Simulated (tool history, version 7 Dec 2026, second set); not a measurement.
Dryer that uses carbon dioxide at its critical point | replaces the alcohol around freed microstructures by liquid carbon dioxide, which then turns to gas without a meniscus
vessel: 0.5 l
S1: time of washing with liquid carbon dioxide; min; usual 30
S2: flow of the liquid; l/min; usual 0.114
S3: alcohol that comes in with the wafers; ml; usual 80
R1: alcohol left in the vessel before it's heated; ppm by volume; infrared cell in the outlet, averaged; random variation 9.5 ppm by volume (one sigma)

run     day  S1     S2   S3     R1
  1   0.000  30  0.114   80    837
  2   1.492  30  0.114   80    888
  3   2.388  30  0.114   80    868
  4   3.446  30  0.114   80    900
  5   5.021  30  0.114   80    947
  6   6.417  30  0.114   80    991
  7   7.188  30  0.114   80   1055
  8   7.883  30  0.114   80   1019
      8.017  -- inlet filter changed
  9   9.058  30  0.114   80    631
 10  10.200  30  0.114   80    643
 11  10.954  29  0.114   80    763
 12  12.300  29  0.092   80   2245
 13  13.188  29  0.092   80   2263
 14  14.638  29  0.092   80   2357
 15  15.725  29  0.092   80   2420
 16  17.271  29  0.092   80   2415
 17  18.079  29  0.092   80   2512
 18  19.104  29  0.092   80   2565
 19  20.633  30  0.114   80    851
 20  21.929  30  0.114  104   1137
 21  23.246  30  0.114  104   1176
 22  24.571  30  0.114   80    933
 23  25.967  37  0.071  115   4702
 24  26.838  37  0.071   26   1194
 25  28.225  37  0.071   26   1234
     28.846  -- inlet filter changed
 26  29.571  47  0.114   23    107
 27  31.204  19  0.089   80  10091
 28  32.242  19  0.089   80  10518
 29  33.083  47  0.089   25    165
 30  34.238  47  0.089   25    171
 31  35.438  35  0.073   80   2950
 32  36.183  35  0.073   80   2987
 33  37.242  41  0.147   46    125
 34  38.804  41  0.147   46    140
 35  39.808  41  0.147   46    132
 36  40.592  41  0.147   46    133
 37  42.138  41  0.102   46    278
 38  43.225  41  0.102   46    291
 39  44.554  30  0.097   46   1208
 40  45.429  32  0.119   46    404
     45.775  -- purifier's bed changed
 41  46.371  30  0.091   80   2581
 42  47.325  23  0.073   80  13238
 43  48.929  23  0.073   66  11088

Some steps in R1 between neighbouring runs. How much of each would the tool show without its hidden state too (settings, what came in, random variation), and how much is left for the hidden state, with any gauge scatter that isn't in both results?
The hidden state here: flow that reaches the vessel past the clogged filter, %; alcohol in the recycled carbon dioxide, ppm; drift of the gauge itself on alcohol_ppm, %.
Run 22 -> 23: S1 30 -> 37, S2 0.114 -> 0.071, S3 80 -> 115. R1 +3769 ppm by volume: hidden state +1178, all else +2591.
Run 23 -> 24: S3 115 -> 26. R1 -3508 ppm by volume: hidden state -1122, all else -2386.
Run 26 -> 27: S1 47 -> 19, S2 0.114 -> 0.089, S3 23 -> 80. R1 +9984 ppm by volume: hidden state +347, all else +9637.
Run 28 -> 29: S1 19 -> 47, S3 80 -> 25. R1 -10353 ppm by volume: hidden state -494, all else -9859.
Run 41 -> 42: S1 30 -> 23, S2 0.091 -> 0.073. R1 +10657 ppm by volume: hidden state +2117, all else +8540.
